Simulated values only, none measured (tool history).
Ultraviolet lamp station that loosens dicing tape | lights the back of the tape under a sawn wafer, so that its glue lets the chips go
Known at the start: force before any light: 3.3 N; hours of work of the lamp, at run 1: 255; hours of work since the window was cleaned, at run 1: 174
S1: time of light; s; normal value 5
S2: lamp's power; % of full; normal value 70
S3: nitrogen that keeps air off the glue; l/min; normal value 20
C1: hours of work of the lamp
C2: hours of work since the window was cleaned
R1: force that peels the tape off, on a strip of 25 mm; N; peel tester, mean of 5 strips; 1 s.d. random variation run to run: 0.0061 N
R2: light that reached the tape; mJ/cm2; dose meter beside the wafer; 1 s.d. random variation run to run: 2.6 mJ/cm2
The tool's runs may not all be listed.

run   hour  S1  S2  S3   C1   C2     R1   R2
  1      0   5  70  20  255  174  0.214  319
  2    8.4   5  87  20  260  179  0.129  397
  3   18.8   5  70  20  266  185  0.194  317
  4   28.5   5  70  20  271  190  0.192  318
  5   38.1   2  70  20  277  196  0.927  127
  6   44.7   5  70  20  280  200  0.191  313
  7   58.6   5  70  20  288  207  0.202  313
  8   68.3   3  70  20  294  213  0.569  187
  9     80   3  70  10  300  220  0.792  189
 10   95.3   3  70  10  309  228  0.795  189
 11  109.4   3  70  31  317  236  0.449  188
 12  118.4   3  70  31  322  241  0.432  186
 13  124.5   3  70  31  326  245  0.434  191
 14  133.5   3  70  20  331  250  0.552  190
 15  145.3   3  70  20  337  257  0.561  186
 16  158.6   3  70  20  345  264  0.541  182
 17  172.6   5  70  20  353  272  0.205  305
 18  184.4   5  70  20  360  279  0.211  305
 19  190.6   5  70   8  363  282  0.413  305
 20  199.2   5  70   8  368  287  0.422  308
 21  211.1   5  92  23  375  294  0.114  402
 22  219.2   2  80  10  379  299  1.102  140
 23  232.4   5  92  20  387  306  0.126  399
 24  240.5   3  90  19  391  311  0.373  233
 25  247.2   4  91  12  395  314  0.284  321
 26  256.3   4  91  12  400  320  0.295  321
     258.1  -- window cleaned of glue's vapour
 27  265.4   8  75   7  405    4  0.164  513
 28  272.1   5  70  10  409    8  0.377  296
 29  283.9  10  70  11  416   15  0.091  589
 30  296.7   3  65   8  423   22  1.017  165
 31  310.2   6  88  10  431   30  0.169  448
 32  319.7   5  91  21  436   35  0.134  380
 33  333.8   5  91  21  444   43  0.135  375
     342.4  -- window cleaned of glue's vapour, once more
 34  346.8   5  91  21  451    2  0.116  403
 35  356.4   2  62  20  457    8  1.072  107
 36  368.1   2  62  20  463   15  1.087  110
 37    383   2  62  20  472   23   1.16  108
 38  391.6   4  72   7  477   28  0.637  252
 39  398.6   5  86   6  481   32  0.331  375

A few steps of R1 between consecutive runs. Split each: what settings, incoming material and random variation would produce without the hidden state, and what is left over for the hidden state, along with gauge scatter present in only one of the two compared results (measured, and without hidden state):
The hidden state here: lamp's light, % of a new lamp's; light that the window lets through, % of a clean one's; drift of the gauge itself on peel_n, %; drift of the gauge itself on dose_mj_cm2, %.
Run 21 -> 22: S1 5 -> 2, S2 92 -> 80, S3 23 -> 10. R1 +0.988 N: hidden state +0.111, all else +0.877.
Run 22 -> 23: S1 2 -> 5, S2 80 -> 92, S3 10 -> 20. R1 -0.976 N: hidden state -0.109, all else -0.867.
Run 29 -> 30: S1 10 -> 3, S2 70 -> 65, S3 11 -> 8. R1 +0.926 N: hidden state +0.152, all else +0.774.
Run 30 -> 31: S1 3 -> 6, S2 65 -> 88, S3 8 -> 10. R1 -0.848 N: hidden state -0.125, all else -0.723.
Run 34 -> 35: S1 5 -> 2, S2 91 -> 62, S3 21 -> 20. R1 +0.956 N: hidden state +0.093, all else +0.863.
